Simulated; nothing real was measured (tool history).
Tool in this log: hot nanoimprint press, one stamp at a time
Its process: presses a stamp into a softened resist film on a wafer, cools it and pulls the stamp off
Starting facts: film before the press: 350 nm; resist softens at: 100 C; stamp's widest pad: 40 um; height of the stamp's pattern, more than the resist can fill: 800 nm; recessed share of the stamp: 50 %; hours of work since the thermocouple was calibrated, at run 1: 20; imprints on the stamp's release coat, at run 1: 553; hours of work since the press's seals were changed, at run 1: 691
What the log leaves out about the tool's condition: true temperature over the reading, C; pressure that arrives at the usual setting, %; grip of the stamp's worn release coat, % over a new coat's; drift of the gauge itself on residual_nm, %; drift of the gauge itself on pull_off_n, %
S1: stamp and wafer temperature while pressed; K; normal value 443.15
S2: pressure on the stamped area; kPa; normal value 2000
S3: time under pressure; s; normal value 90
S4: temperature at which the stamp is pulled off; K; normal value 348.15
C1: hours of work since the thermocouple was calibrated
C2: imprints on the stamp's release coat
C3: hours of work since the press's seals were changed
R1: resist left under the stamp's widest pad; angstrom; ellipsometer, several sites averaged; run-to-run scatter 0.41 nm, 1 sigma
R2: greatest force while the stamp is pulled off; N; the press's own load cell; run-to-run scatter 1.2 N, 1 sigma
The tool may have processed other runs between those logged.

{"run": 1, "day": 0.0, "S1": 443.15, "S2": 2000, "S3": 90, "S4": 348.15, "C1": 20, "C2": 553, "C3": 691, "R1": 1846, "R2": 221}
{"day": 0.504, "done": "stamp cleaned and given a new release coat"}
{"run": 2, "day": 3.2, "S1": 443.15, "S2": 2000, "S3": 90, "S4": 348.15, "C1": 69, "C2": 268, "C3": 740, "R1": 1849, "R2": 212}
{"day": 4.775, "done": "press's hydraulic seals changed and the load cell set to zero"}
{"day": 6.938, "done": "stamp cleaned and given a new release coat"}
{"run": 3, "day": 6.958, "S1": 443.15, "S2": 2000, "S3": 90, "S4": 348.15, "C1": 121, "C2": 3, "C3": 32, "R1": 1816, "R2": 206}
{"run": 4, "day": 8.488, "S1": 443.15, "S2": 2000, "S3": 90, "S4": 348.15, "C1": 146, "C2": 154, "C3": 57, "R1": 1830, "R2": 212}
{"run": 5, "day": 11.367, "S1": 443.15, "S2": 2000, "S3": 90, "S4": 348.15, "C1": 194, "C2": 440, "C3": 105, "R1": 1828, "R2": 220}
{"day": 13.088, "done": "stamp cleaned and given a new release coat"}
{"run": 6, "day": 14.5, "S1": 443.15, "S2": 2000, "S3": 90, "S4": 348.15, "C1": 241, "C2": 141, "C3": 152, "R1": 1834, "R2": 214}
{"day": 16.183, "done": "plate thermocouple calibrated"}
{"run": 7, "day": 16.183, "S1": 443.15, "S2": 2120, "S3": 90, "S4": 348.15, "C1": 0, "C2": 296, "C3": 178, "R1": 1826, "R2": 218}
{"run": 8, "day": 18.004, "S1": 443.15, "S2": 2000, "S3": 90, "S4": 341.15, "C1": 30, "C2": 476, "C3": 208, "R1": 1881, "R2": 265}
{"day": 19.392, "done": "stamp cleaned and given a new release coat"}
{"run": 9, "day": 19.888, "S1": 443.15, "S2": 1610, "S3": 90, "S4": 348.15, "C1": 57, "C2": 49, "C3": 235, "R1": 2050, "R2": 215}
{"run": 10, "day": 22.546, "S1": 443.15, "S2": 1610, "S3": 90, "S4": 348.15, "C1": 101, "C2": 313, "C3": 279, "R1": 2060, "R2": 222}
{"run": 11, "day": 24.354, "S1": 443.15, "S2": 1270, "S3": 90, "S4": 348.15, "C1": 131, "C2": 493, "C3": 309, "R1": 2237, "R2": 228}
{"day": 25.567, "done": "stamp cleaned and given a new release coat"}
{"run": 12, "day": 26.879, "S1": 443.15, "S2": 1270, "S3": 90, "S4": 348.15, "C1": 168, "C2": 130, "C3": 346, "R1": 2244, "R2": 219}
{"day": 28.554, "done": "plate thermocouple calibrated, once more"}
{"run": 13, "day": 29.908, "S1": 443.15, "S2": 2000, "S3": 90, "S4": 348.15, "C1": 22, "C2": 418, "C3": 394, "R1": 1834, "R2": 218}
{"day": 31.904, "done": "stamp cleaned and given a new release coat"}
{"run": 14, "day": 32.15, "S1": 443.15, "S2": 2000, "S3": 90, "S4": 348.15, "C1": 55, "C2": 25, "C3": 427, "R1": 1837, "R2": 205}
{"run": 15, "day": 34.688, "S1": 443.15, "S2": 1380, "S3": 90, "S4": 354.15, "C1": 97, "C2": 277, "C3": 469, "R1": 2121, "R2": 185}
{"run": 16, "day": 37.196, "S1": 443.15, "S2": 2100, "S3": 90, "S4": 348.15, "C1": 138, "C2": 526, "C3": 510, "R1": 1814, "R2": 224}
{"day": 38.042, "done": "stamp cleaned and given a new release coat"}
{"run": 17, "day": 38.958, "S1": 443.15, "S2": 2000, "S3": 55, "S4": 348.15, "C1": 163, "C2": 91, "C3": 535, "R1": 2176, "R2": 212}
{"run": 18, "day": 41.725, "S1": 441.15, "S2": 1350, "S3": 49, "S4": 346.15, "C1": 209, "C2": 366, "C3": 581, "R1": 2630, "R2": 230}
{"day": 44.192, "done": "stamp cleaned and given a new release coat"}
{"day": 45.525, "done": "plate thermocouple calibrated"}
{"run": 19, "day": 45.525, "S1": 441.15, "S2": 1570, "S3": 89, "S4": 346.15, "C1": 0, "C2": 120, "C3": 637, "R1": 2123, "R2": 218}
{"run": 20, "day": 47.421, "S1": 441.15, "S2": 1570, "S3": 84, "S4": 346.15, "C1": 31, "C2": 308, "C3": 669, "R1": 2176, "R2": 224}
{"day": 50.542, "done": "stamp cleaned and given a new release coat"}
{"run": 21, "day": 50.829, "S1": 437.15, "S2": 1230, "S3": 58, "S4": 355.15, "C1": 83, "C2": 29, "C3": 721, "R1": 2752, "R2": 173}
{"run": 22, "day": 52.925, "S1": 437.15, "S2": 1360, "S3": 84, "S4": 349.15, "C1": 118, "C2": 236, "C3": 755, "R1": 2487, "R2": 211}
{"day": 53.567, "done": "press's hydraulic seals changed and the load cell set to zero"}
{"run": 23, "day": 55.321, "S1": 437.15, "S2": 1360, "S3": 84, "S4": 349.15, "C1": 152, "C2": 441, "C3": 29, "R1": 2466, "R2": 218}
{"day": 56.996, "done": "stamp cleaned and given a new release coat"}
{"run": 24, "day": 58.354, "S1": 437.15, "S2": 1360, "S3": 84, "S4": 349.15, "C1": 198, "C2": 135, "C3": 75, "R1": 2487, "R2": 208}
{"run": 25, "day": 61.333, "S1": 437.15, "S2": 1360, "S3": 84, "S4": 349.15, "C1": 247, "C2": 430, "C3": 124, "R1": 2498, "R2": 218}
{"day": 62.662, "done": "plate thermocouple calibrated"}
{"day": 63.208, "done": "stamp cleaned and given a new release coat"}
{"run": 26, "day": 64.125, "S1": 447.15, "S2": 1290, "S3": 80, "S4": 338.15, "C1": 20, "C2": 92, "C3": 164, "R1": 2030, "R2": 259}
{"run": 27, "day": 65.825, "S1": 449.15, "S2": 2260, "S3": 97, "S4": 341.15, "C1": 48, "C2": 260, "C3": 192, "R1": 1416, "R2": 251}
{"run": 28, "day": 67.4, "S1": 443.15, "S2": 2000, "S3": 84, "S4": 348.15, "C1": 74, "C2": 417, "C3": 218, "R1": 1869, "R2": 218}

Forecast each of these 3 alternatives for the next run:
{"day": 69.425, "done": "stamp cleaned and given a new release coat"}
{"run": "A", "day": 71.021, "S1": 443.15, "S2": 2000, "S3": 132, "S4": 336.15, "C1": 130, "C2": 158, "C3": 274, "R1": "?", "R2": "?"}
{"day": 69.425, "done": "stamp cleaned and given a new release coat"}
{"run": "B", "day": 71.021, "S1": 443.15, "S2": 1310, "S3": 90, "S4": 348.15, "C1": 130, "C2": 158, "C3": 274, "R1": "?", "R2": "?"}
{"day": 69.425, "done": "stamp cleaned and given a new release coat"}
{"run": "C", "day": 71.021, "S1": 443.15, "S2": 3090, "S3": 90, "S4": 348.15, "C1": 130, "C2": 158, "C3": 274, "R1": "?", "R2": "?"}

run=A R1=1595 R2=274
run=B R1=2156 R2=212
run=C R1=1533 R2=212
Had the tool no hidden state, the same runs would have come out as:
run=A R1=1557 R2=265
run=B R1=2121 R2=205
run=C R1=1487 R2=205

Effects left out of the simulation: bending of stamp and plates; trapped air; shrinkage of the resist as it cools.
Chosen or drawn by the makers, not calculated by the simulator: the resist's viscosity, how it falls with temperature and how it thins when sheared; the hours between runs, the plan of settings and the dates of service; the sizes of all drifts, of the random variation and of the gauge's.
